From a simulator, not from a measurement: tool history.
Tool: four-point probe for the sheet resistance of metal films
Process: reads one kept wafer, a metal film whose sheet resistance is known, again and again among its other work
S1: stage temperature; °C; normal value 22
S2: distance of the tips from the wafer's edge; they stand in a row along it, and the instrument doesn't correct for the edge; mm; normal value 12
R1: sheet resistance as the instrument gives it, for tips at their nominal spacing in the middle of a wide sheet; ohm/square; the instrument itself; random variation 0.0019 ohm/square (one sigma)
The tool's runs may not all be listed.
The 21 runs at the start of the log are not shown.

| run | hour | S1 | S2 | R1 |
|---|---|---|---|---|
| 22 | 1316.9 | 22 | 19 | 9.449421 |
| 23 | 1372.9 | 22 | 9 | 9.492415 |
| 24 | 1430.1 | 22 | 34 | 9.432942 |
| 25 | 1495.1 | 23 | 25 | 9.440472 |
| 26 | 1538.1 | 30 | 5 | 9.662273 |
| 27 | 1592.8 | 19 | 34 | 9.414024 |
| 28 | 1674.4 | 32 | 45 | 9.473882 |
|  | 1716.5 | stage's thermometer calibrated |
| 29 | 1717.7 | 32 | 45 | 9.50663 |
| 30 | 1774.1 | 24 | 8 | 9.547087 |

What will run 31 give?
| 31 | 1861.1 | 27 | 10 | ? |

Logged for run 31: R1 9.528973 ohm/square.
With no hidden state in the tool, this same run would have given R1 9.59209 ohm/square.
